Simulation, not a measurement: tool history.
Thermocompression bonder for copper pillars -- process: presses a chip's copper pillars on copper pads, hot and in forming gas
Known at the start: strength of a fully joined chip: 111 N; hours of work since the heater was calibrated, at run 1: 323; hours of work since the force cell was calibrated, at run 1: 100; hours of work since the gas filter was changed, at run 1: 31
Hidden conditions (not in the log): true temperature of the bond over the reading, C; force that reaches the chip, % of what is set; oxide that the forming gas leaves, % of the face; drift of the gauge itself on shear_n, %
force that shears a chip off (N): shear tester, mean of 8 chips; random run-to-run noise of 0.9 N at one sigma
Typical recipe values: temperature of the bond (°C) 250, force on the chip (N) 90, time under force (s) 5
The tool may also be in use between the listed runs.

| run | hour | temperature of the bond (°C) | force on the chip (N) | time under force (s) | hours of work since the heater was calibrated | hours of work since the force cell was calibrated | hours of work since the gas filter was changed | force that shears a chip off (N) |
|---|---|---|---|---|---|---|---|---|
| 1 | 0.0 | 250 | 90 | 5 | 323 | 100 | 31 | 74.3 |
| 2 | 20.9 | 250 | 90 | 5 | 335 | 111 | 42 | 73.1 |
| 3 | 63.6 | 250 | 90 | 5 | 358 | 134 | 66 | 72.8 |
| 4 | 105.5 | 250 | 90 | 5 | 381 | 157 | 89 | 71.7 |
| 5 | 152.8 | 235 | 90 | 5 | 407 | 183 | 115 | 60.8 |
| 6 | 192.6 | 235 | 90 | 5 | 429 | 205 | 136 | 60.5 |
| 7 | 229.8 | 235 | 90 | 5 | 449 | 226 | 157 | 60.8 |
| 8 | 258.2 | 235 | 90 | 5 | 465 | 241 | 173 | 60.0 |
| 9 | 304.2 | 235 | 90 | 5 | 490 | 267 | 198 | 59.6 |
| 10 | 343.4 | 250 | 112 | 5 | 512 | 288 | 219 | 76.8 |
| 11 | 388.5 | 250 | 112 | 5 | 536 | 313 | 244 | 76.0 |
| 12 | 415.3 | 250 | 90 | 5 | 551 | 328 | 259 | 68.3 |
| 13 | 457.7 | 250 | 90 | 5 | 575 | 351 | 282 | 67.6 |
| 14 | 481.0 | 250 | 90 | 5 | 587 | 364 | 295 | 68.9 |
| 15 | 510.8 | 250 | 90 | 5 | 604 | 380 | 311 | 68.4 |
| 16 | 556.9 | 250 | 90 | 5 | 629 | 405 | 337 | 68.4 |
| 17 | 600.9 | 250 | 90 | 5 | 653 | 430 | 361 | 67.3 |
| 18 | 643.9 | 250 | 90 | 5 | 677 | 453 | 384 | 65.5 |
| 19 | 691.7 | 250 | 90 | 5 | 703 | 479 | 411 | 65.2 |
| 20 | 735.9 | 250 | 90 | 5 | 727 | 504 | 435 | 65.5 |
| 21 | 758.3 | 237 | 84 | 5 | 740 | 516 | 447 | 56.0 |
| 22 | 807.1 | 273 | 66 | 8 | 766 | 543 | 474 | 75.2 |
|  | 810.7 | forming gas filter changed |
| 23 | 832.9 | 234 | 66 | 3 | 780 | 557 | 12 | 44.3 |
| 24 | 856.9 | 234 | 66 | 3 | 793 | 570 | 25 | 42.3 |
| 25 | 886.7 | 272 | 134 | 8 | 810 | 586 | 42 | 101.8 |
| 26 | 934.6 | 249 | 61 | 5 | 836 | 613 | 68 | 58.7 |
| 27 | 972.4 | 268 | 81 | 3 | 857 | 633 | 89 | 69.1 |
| 28 | 998.8 | 228 | 94 | 3 | 871 | 648 | 103 | 47.3 |
| 29 | 1035.1 | 228 | 94 | 3 | 891 | 668 | 123 | 47.5 |
| 30 | 1065.3 | 269 | 66 | 15 | 908 | 684 | 140 | 92.7 |
| 31 | 1113.0 | 250 | 70 | 4 | 934 | 711 | 166 | 56.7 |
| 32 | 1152.5 | 250 | 70 | 4 | 956 | 732 | 188 | 56.0 |
| 33 | 1193.9 | 271 | 69 | 5 | 979 | 755 | 210 | 74.3 |
| 34 | 1223.1 | 222 | 83 | 13 | 995 | 771 | 227 | 67.8 |
| 35 | 1260.8 | 230 | 112 | 8 | 1015 | 792 | 247 | 70.3 |
| 36 | 1303.3 | 230 | 112 | 8 | 1039 | 815 | 271 | 69.1 |
| 37 | 1335.7 | 250 | 76 | 6 | 1056 | 833 | 288 | 66.6 |
| 38 | 1375.3 | 250 | 59 | 6 | 1078 | 855 | 310 | 57.0 |
| 39 | 1407.8 | 250 | 122 | 8 | 1096 | 873 | 328 | 82.6 |

Some steps in force that shears a chip off (N), run to run, broken into two amounts with sign: the step expected even without the hidden condition (settings, incoming material, random variation), and the rest, left for the hidden condition together with whatever gauge scatter is not in both the measured and the hidden-condition-free result:
Run 21 -> 22: temperature of the bond (°C) 237 -> 273, force on the chip (N) 84 -> 66, time under force (s) 5 -> 8. force that shears a chip off (N) +19.2: hidden state -2.6, all else +21.8.
Run 22 -> 23: temperature of the bond (°C) 273 -> 234, time under force (s) 8 -> 3, forming gas filter changed. force that shears a chip off (N) -30.9: hidden state +9.2, all else -40.1.
Run 24 -> 25: temperature of the bond (°C) 234 -> 272, force on the chip (N) 66 -> 134, time under force (s) 3 -> 8. force that shears a chip off (N) +59.5: hidden state -0.2, all else +59.7.
Run 25 -> 26: temperature of the bond (°C) 272 -> 249, force on the chip (N) 134 -> 61, time under force (s) 8 -> 5. force that shears a chip off (N) -43.1: hidden state -0.8, all else -42.3.
Run 29 -> 30: temperature of the bond (°C) 228 -> 269, force on the chip (N) 94 -> 66, time under force (s) 3 -> 15. force that shears a chip off (N) +45.2: hidden state -1.4, all else +46.6.
Run 38 -> 39: force on the chip (N) 59 -> 122, time under force (s) 6 -> 8. force that shears a chip off (N) +25.6: hidden state -2.1, all else +27.7.
